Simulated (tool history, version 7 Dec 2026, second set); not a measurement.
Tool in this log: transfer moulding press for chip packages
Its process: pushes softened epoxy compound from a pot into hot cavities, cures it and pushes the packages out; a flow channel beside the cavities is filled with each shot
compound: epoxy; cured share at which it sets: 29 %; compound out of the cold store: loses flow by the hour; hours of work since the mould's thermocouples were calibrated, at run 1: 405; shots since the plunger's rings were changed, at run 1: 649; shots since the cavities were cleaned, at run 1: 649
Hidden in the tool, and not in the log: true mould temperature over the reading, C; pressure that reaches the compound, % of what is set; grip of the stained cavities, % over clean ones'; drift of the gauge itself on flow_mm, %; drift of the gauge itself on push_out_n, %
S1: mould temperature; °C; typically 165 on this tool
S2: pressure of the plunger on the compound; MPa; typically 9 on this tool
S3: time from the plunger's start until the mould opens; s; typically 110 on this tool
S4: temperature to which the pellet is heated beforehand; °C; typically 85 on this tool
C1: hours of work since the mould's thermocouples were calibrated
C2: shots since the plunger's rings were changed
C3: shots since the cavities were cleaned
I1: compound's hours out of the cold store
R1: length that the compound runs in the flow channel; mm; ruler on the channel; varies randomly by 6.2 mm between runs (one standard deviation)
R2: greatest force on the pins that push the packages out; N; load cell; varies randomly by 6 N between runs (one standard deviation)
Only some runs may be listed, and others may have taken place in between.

{"run": 1, "hour": 0.0, "S1": 165, "S2": 9, "S3": 110, "S4": 85, "C1": 405, "C2": 649, "C3": 649, "I1": 33.1, "R1": 781, "R2": 225}
{"hour": 73.8, "done": "mould's thermocouples calibrated"}
{"run": 2, "hour": 73.8, "S1": 165, "S2": 9.18, "S3": 110, "S4": 85, "C1": 0, "C2": 1190, "C3": 1190, "I1": 14.3, "R1": 889, "R2": 240}
{"hour": 80.9, "done": "cavities cleaned with cleaning compound and waxed"}
{"run": 3, "hour": 119.8, "S1": 168, "S2": 9, "S3": 110, "S4": 85, "C1": 21, "C2": 1524, "C3": 292, "I1": 33.4, "R1": 761, "R2": 210}
{"run": 4, "hour": 197.0, "S1": 168, "S2": 9, "S3": 110, "S4": 85, "C1": 59, "C2": 2106, "C3": 874, "I1": 24.8, "R1": 805, "R2": 213}
{"hour": 246.9, "done": "cavities cleaned with cleaning compound and waxed"}
{"run": 5, "hour": 252.1, "S1": 165, "S2": 9, "S3": 110, "S4": 85, "C1": 84, "C2": 2509, "C3": 39, "I1": 29.7, "R1": 788, "R2": 222}
{"run": 6, "hour": 309.1, "S1": 165, "S2": 9, "S3": 110, "S4": 85, "C1": 112, "C2": 2938, "C3": 468, "I1": 45, "R1": 708, "R2": 223}
{"run": 7, "hour": 368.2, "S1": 165, "S2": 9, "S3": 110, "S4": 88, "C1": 140, "C2": 3383, "C3": 913, "I1": 43.5, "R1": 722, "R2": 226}
{"hour": 409.2, "done": "cavities cleaned with cleaning compound and waxed"}
{"hour": 425.8, "done": "plunger's sealing rings changed"}
{"run": 8, "hour": 429.8, "S1": 165, "S2": 9, "S3": 110, "S4": 85, "C1": 168, "C2": 30, "C3": 137, "I1": 43.5, "R1": 725, "R2": 220}
{"run": 9, "hour": 478.6, "S1": 165, "S2": 9, "S3": 127, "S4": 85, "C1": 192, "C2": 397, "C3": 504, "I1": 17.8, "R1": 844, "R2": 204}
{"run": 10, "hour": 568.8, "S1": 165, "S2": 7.18, "S3": 110, "S4": 85, "C1": 235, "C2": 1076, "C3": 1183, "I1": 27.5, "R1": 717, "R2": 237}
{"hour": 575.2, "done": "cavities cleaned with cleaning compound and waxed"}
{"run": 11, "hour": 617.2, "S1": 165, "S2": 7.18, "S3": 110, "S4": 85, "C1": 258, "C2": 1429, "C3": 316, "I1": 33.7, "R1": 694, "R2": 234}
{"run": 12, "hour": 705.4, "S1": 165, "S2": 9, "S3": 110, "S4": 85, "C1": 300, "C2": 2093, "C3": 980, "I1": 33.3, "R1": 778, "R2": 219}
{"hour": 738.1, "done": "cavities cleaned with cleaning compound and waxed"}
{"run": 13, "hour": 773.7, "S1": 165, "S2": 9, "S3": 110, "S4": 85, "C1": 332, "C2": 2596, "C3": 268, "I1": 13.7, "R1": 883, "R2": 230}
{"run": 14, "hour": 854.4, "S1": 165, "S2": 9, "S3": 110, "S4": 85, "C1": 371, "C2": 3203, "C3": 875, "I1": 22.8, "R1": 836, "R2": 228}
{"hour": 902.4, "done": "cavities cleaned with cleaning compound and waxed"}
{"hour": 936.4, "done": "plunger's sealing rings changed"}
{"run": 15, "hour": 943.3, "S1": 165, "S2": 10.95, "S3": 110, "S4": 85, "C1": 412, "C2": 52, "C3": 289, "I1": 15.8, "R1": 963, "R2": 234}
{"hour": 1008.1, "done": "mould's thermocouples calibrated"}
{"run": 16, "hour": 1015.1, "S1": 165, "S2": 9.19, "S3": 110, "S4": 85, "C1": 3, "C2": 578, "C3": 815, "I1": 11.9, "R1": 913, "R2": 240}
{"hour": 1071.4, "done": "cavities cleaned with cleaning compound and waxed"}
{"run": 17, "hour": 1107.3, "S1": 165, "S2": 10.22, "S3": 110, "S4": 85, "C1": 47, "C2": 1260, "C3": 270, "I1": 13.8, "R1": 946, "R2": 237}
{"run": 18, "hour": 1164.6, "S1": 172, "S2": 9, "S3": 136, "S4": 85, "C1": 75, "C2": 1691, "C3": 701, "I1": 13.2, "R1": 852, "R2": 196}
{"hour": 1233.7, "done": "cavities cleaned with cleaning compound and waxed"}
{"run": 19, "hour": 1255.1, "S1": 164, "S2": 7.67, "S3": 110, "S4": 85, "C1": 118, "C2": 2361, "C3": 160, "I1": 10.6, "R1": 845, "R2": 242}
{"run": 20, "hour": 1317.3, "S1": 166, "S2": 9, "S3": 90, "S4": 85, "C1": 148, "C2": 2830, "C3": 629, "I1": 44.3, "R1": 726, "R2": 274}
{"run": 21, "hour": 1357.4, "S1": 166, "S2": 9.13, "S3": 90, "S4": 81, "C1": 167, "C2": 3131, "C3": 930, "I1": 29.1, "R1": 802, "R2": 299}
{"hour": 1397.0, "done": "cavities cleaned with cleaning compound and waxed"}
{"run": 22, "hour": 1417.9, "S1": 166, "S2": 9.13, "S3": 90, "S4": 81, "C1": 195, "C2": 3576, "C3": 158, "I1": 17.6, "R1": 874, "R2": 306}
{"hour": 1447.0, "done": "plunger's sealing rings changed"}
{"run": 23, "hour": 1485.9, "S1": 163, "S2": 9.13, "S3": 98, "S4": 77, "C1": 227, "C2": 293, "C3": 651, "I1": 8.2, "R1": 920, "R2": 350}
{"run": 24, "hour": 1542.0, "S1": 163, "S2": 9.13, "S3": 98, "S4": 77, "C1": 254, "C2": 715, "C3": 1073, "I1": 44.3, "R1": 727, "R2": 291}
{"hour": 1560.1, "done": "cavities cleaned with cleaning compound and waxed"}
{"run": 25, "hour": 1620.2, "S1": 163, "S2": 9.13, "S3": 108, "S4": 89, "C1": 291, "C2": 1292, "C3": 452, "I1": 9.8, "R1": 929, "R2": 279}
{"run": 26, "hour": 1685.5, "S1": 163, "S2": 9.13, "S3": 108, "S4": 89, "C1": 322, "C2": 1784, "C3": 944, "I1": 36.9, "R1": 761, "R2": 258}
{"hour": 1722.1, "done": "cavities cleaned with cleaning compound and waxed"}
{"run": 27, "hour": 1742.2, "S1": 158, "S2": 9, "S3": 99, "S4": 85, "C1": 349, "C2": 2199, "C3": 151, "I1": 47.9, "R1": 702, "R2": 416}
{"run": 28, "hour": 1785.7, "S1": 168, "S2": 7.26, "S3": 110, "S4": 94, "C1": 370, "C2": 2527, "C3": 479, "I1": 16.2, "R1": 761, "R2": 206}
{"run": 29, "hour": 1841.0, "S1": 165, "S2": 7.05, "S3": 110, "S4": 93, "C1": 397, "C2": 2943, "C3": 895, "I1": 41.6, "R1": 655, "R2": 232}

Hidden condition of the tool, last listed run before each entry between runs versus first listed run after:
Between runs 1 and 2: mould's thermocouples calibrated (hour 73.8)
  true mould temperature over the reading, C: 0.02 -> -0.01; pressure that reaches the compound, % of what is set: 99.93 -> 99.87; grip of the stained cavities, % over clean ones': 1.5 -> 1.9
Between runs 2 and 3: cavities cleaned with cleaning compound and waxed (hour 80.9)
  true mould temperature over the reading, C: -0.01 -> 0; pressure that reaches the compound, % of what is set: 99.87 -> 99.83; grip of the stained cavities, % over clean ones': 1.9 -> 0.9
Between runs 4 and 5: cavities cleaned with cleaning compound and waxed (hour 246.9)
  pressure that reaches the compound, % of what is set: 99.76 -> 99.72; grip of the stained cavities, % over clean ones': 1.7 -> 0.2
Between runs 7 and 8: cavities cleaned with cleaning compound and waxed (hour 409.2); plunger's sealing rings changed (hour 425.8)
  pressure that reaches the compound, % of what is set: 99.63 -> 99.99; grip of the stained cavities, % over clean ones': 1.7 -> 0.5
Between runs 10 and 11: cavities cleaned with cleaning compound and waxed (hour 575.2)
  pressure that reaches the compound, % of what is set: 99.88 -> 99.84; grip of the stained cavities, % over clean ones': 1.9 -> 0.9
Between runs 12 and 13: cavities cleaned with cleaning compound and waxed (hour 738.1)
  true mould temperature over the reading, C: 0 -> 0.01; pressure that reaches the compound, % of what is set: 99.77 -> 99.71; grip of the stained cavities, % over clean ones': 1.7 -> 0.8
Between runs 14 and 15: cavities cleaned with cleaning compound and waxed (hour 902.4); plunger's sealing rings changed (hour 936.4)
  pressure that reaches the compound, % of what is set: 99.64 -> 99.98; grip of the stained cavities, % over clean ones': 1.7 -> 0.9
Between runs 15 and 16: mould's thermocouples calibrated (hour 1008.1)
  true mould temperature over the reading, C: 0.01 -> 0; pressure that reaches the compound, % of what is set: 99.98 -> 99.92; grip of the stained cavities, % over clean ones': 0.9 -> 1.7
Between runs 16 and 17: cavities cleaned with cleaning compound and waxed (hour 1071.4)
  true mould temperature over the reading, C: 0 -> 0.01; pressure that reaches the compound, % of what is set: 99.92 -> 99.84; grip of the stained cavities, % over clean ones': 1.7 -> 0.8
Between runs 18 and 19: cavities cleaned with cleaning compound and waxed (hour 1233.7)
  pressure that reaches the compound, % of what is set: 99.8 -> 99.71; grip of the stained cavities, % over clean ones': 1.5 -> 0.6
Between runs 21 and 22: cavities cleaned with cleaning compound and waxed (hour 1397)
  pressure that reaches the compound, % of what is set: 99.63 -> 99.57; grip of the stained cavities, % over clean ones': 1.7 -> 0.5
Between runs 22 and 23: plunger's sealing rings changed (hour 1447)
  pressure that reaches the compound, % of what is set: 99.57 -> 99.97; grip of the stained cavities, % over clean ones': 0.5 -> 1.5
Between runs 24 and 25: cavities cleaned with cleaning compound and waxed (hour 1560.1)
  pressure that reaches the compound, % of what is set: 99.92 -> 99.86; grip of the stained cavities, % over clean ones': 1.8 -> 1.2
Between runs 26 and 27: cavities cleaned with cleaning compound and waxed (hour 1722.1)
  true mould temperature over the reading, C: 0.01 -> 0.02; pressure that reaches the compound, % of what is set: 99.81 -> 99.76; grip of the stained cavities, % over clean ones': 1.7 -> 0.5
